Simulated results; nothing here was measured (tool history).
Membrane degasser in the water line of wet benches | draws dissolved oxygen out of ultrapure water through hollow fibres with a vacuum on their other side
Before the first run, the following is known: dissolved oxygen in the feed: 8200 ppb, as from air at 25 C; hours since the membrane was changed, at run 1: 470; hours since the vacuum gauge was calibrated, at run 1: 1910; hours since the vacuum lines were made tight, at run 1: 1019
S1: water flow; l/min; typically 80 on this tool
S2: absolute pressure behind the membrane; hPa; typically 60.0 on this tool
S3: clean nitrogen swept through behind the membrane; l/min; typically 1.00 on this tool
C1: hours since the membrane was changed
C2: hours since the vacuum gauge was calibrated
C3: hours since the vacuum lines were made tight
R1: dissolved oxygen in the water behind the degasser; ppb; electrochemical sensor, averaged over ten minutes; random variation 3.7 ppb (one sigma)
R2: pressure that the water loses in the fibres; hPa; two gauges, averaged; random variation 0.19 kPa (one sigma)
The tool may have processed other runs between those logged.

run	hour	S1	S2	S3	C1	C2	C3	R1	R2
1	0.0	80	60.0	1.00	470	1910	1019	386.2	403.1
2	34.1	80	60.0	1.00	504	1944	1053	392.6	410.0
3	77.8	80	60.0	1.00	548	1988	1097	388.7	406.1
4	110.4	80	50.8	1.00	581	2020	1129	270.6	405.1
5	141.9	80	60.0	1.00	612	2052	1161	387.1	406.1
6	181.7	80	60.0	1.00	652	2092	1200	399.2	408.0
7	210.3	80	60.0	1.00	681	2120	1229	392.4	408.5
8	234.6	80	60.0	1.29	705	2144	1253	331.3	410.3
9	283.7	80	60.0	1.29	754	2194	1302	333.5	409.0
10	318.8	80	60.0	1.00	789	2229	1337	391.0	410.3
11	349.8	80	60.0	1.00	820	2260	1369	386.4	408.3
12	396.2	80	60.0	1.00	867	2306	1415	393.8	408.8
13	445.9	80	60.0	0.55	916	2356	1465	552.0	407.4
14	477.1	80	60.0	1.00	947	2387	1496	391.9	408.9
15	499.4	80	60.0	1.00	970	2409	1518	398.5	407.3
16	527.7	80	60.0	1.00	998	2438	1546	397.6	410.0
17	577.7	80	60.0	1.00	1048	2488	1596	399.5	413.2
18	623.5	80	79.2	1.00	1094	2533	1642	628.8	412.8
19	653.4	69	60.0	0.55	1124	2563	1672	507.2	354.5
20	703.6	116	60.0	1.00	1174	2614	1722	510.6	596.8
21	725.6	75	60.0	0.83	1196	2635	1744	417.0	384.3
22	750.9	75	60.0	0.83	1221	2661	1770	426.8	384.2
23	778.3	75	60.0	0.83	1249	2688	1797	424.1	384.5
24	818.9	100	77.4	0.59	1289	2729	1838	935.6	516.2
25	862.6	115	60.0	1.00	1333	2772	1881	510.7	588.5
26	910.8	50	60.0	0.48	1381	2821	1929	461.3	253.2
27	940.0	50	100.0	2.85	1410	2850	1959	271.9	256.9
28	969.2	50	100.0	2.85	1440	2879	1988	278.3	259.5
29	1006.7	50	100.0	2.85	1477	2917	2025	276.6	257.1
30	1028.9	50	100.0	2.85	1499	2939	2048	273.3	257.2
31	1060.4	81	46.8	2.48	1531	2970	2079	125.5	416.1
32	1107.6	71	60.0	1.00	1578	3017	2126	367.7	368.1
33	1155.7	80	133.9	1.00	1626	3066	2174	1223.3	414.1

Below, some changes in R1 between adjacent runs. For each, the amount present without the hidden state too (settings, incoming material, random variation) and the amount remaining for the hidden state with gauge scatter not shared by both compared results:
The hidden state here: membrane still open, %; true pressure behind the membrane over the reading, kPa; air that leaks in behind the membrane, l/min; drift of the gauge itself on oxygen_ppb, %; drift of the gauge itself on loss_of_pressure_kpa, %.
Run 23 -> 24: S1 75 -> 100, S2 60.0 -> 77.4, S3 0.83 -> 0.59. R1 +511.5 ppb: hidden state +9.3, all else +502.2.
Run 24 -> 25: S1 100 -> 115, S2 77.4 -> 60.0, S3 0.59 -> 1.00. R1 -424.9 ppb: hidden state -2.3, all else -422.6.
Run 26 -> 27: S2 60.0 -> 100.0, S3 0.48 -> 2.85. R1 -189.4 ppb: hidden state -21.6, all else -167.8.
Run 31 -> 32: S1 81 -> 71, S2 46.8 -> 60.0, S3 2.48 -> 1.00. R1 +242.2 ppb: hidden state +11.1, all else +231.1.
Run 32 -> 33: S1 71 -> 80, S2 60.0 -> 133.9. R1 +855.6 ppb: hidden state -3.4, all else +859.0.
